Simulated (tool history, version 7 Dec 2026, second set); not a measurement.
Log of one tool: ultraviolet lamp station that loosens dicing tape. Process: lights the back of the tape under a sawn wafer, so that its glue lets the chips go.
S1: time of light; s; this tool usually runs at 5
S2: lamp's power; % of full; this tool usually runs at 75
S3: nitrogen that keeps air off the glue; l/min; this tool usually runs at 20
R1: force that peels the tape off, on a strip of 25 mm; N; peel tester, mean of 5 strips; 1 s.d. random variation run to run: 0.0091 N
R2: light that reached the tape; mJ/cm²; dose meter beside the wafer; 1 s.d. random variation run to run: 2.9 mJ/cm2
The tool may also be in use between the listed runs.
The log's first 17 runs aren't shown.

run   hour  S1   S2  S3     R1   R2
 18  366.4   8   75   8  0.352  525
 19  396.8   5  100  20  0.336  429
 20  409.5   5  100  20  0.352  430
 21  422.9   5  100  20  0.357  422
 22  449.3   5  100  20  0.360  426
 23  464.7   5   78  11  0.807  324
 24  478.4   4   75  17  1.106  250
 25  492.7   4   75  17  1.089  249
 26  509.9   4   75  17  1.108  246
 27  524.0   3   75  22  1.538  184
 28  544.0   5   71  20  0.789  285
 29  571.4   9   79  20  0.180  571
 30  598.2   5   73  36  0.672  293
 31  610.9   2   98  36  1.709  156
 32  639.7   5   94  20  0.487  373
 33  664.0   5   94  20  0.482  366
 34  686.0   5   94  20  0.537  359

Expected results for the next run?
 35  704.2   6  99  12   ?   ?

{"run 35": {"R1": 0.382, "R2": 454}}
The same run, on a tool lacking any hidden state, would have yielded R1 0.164 N, R2 650 mJ/cm².

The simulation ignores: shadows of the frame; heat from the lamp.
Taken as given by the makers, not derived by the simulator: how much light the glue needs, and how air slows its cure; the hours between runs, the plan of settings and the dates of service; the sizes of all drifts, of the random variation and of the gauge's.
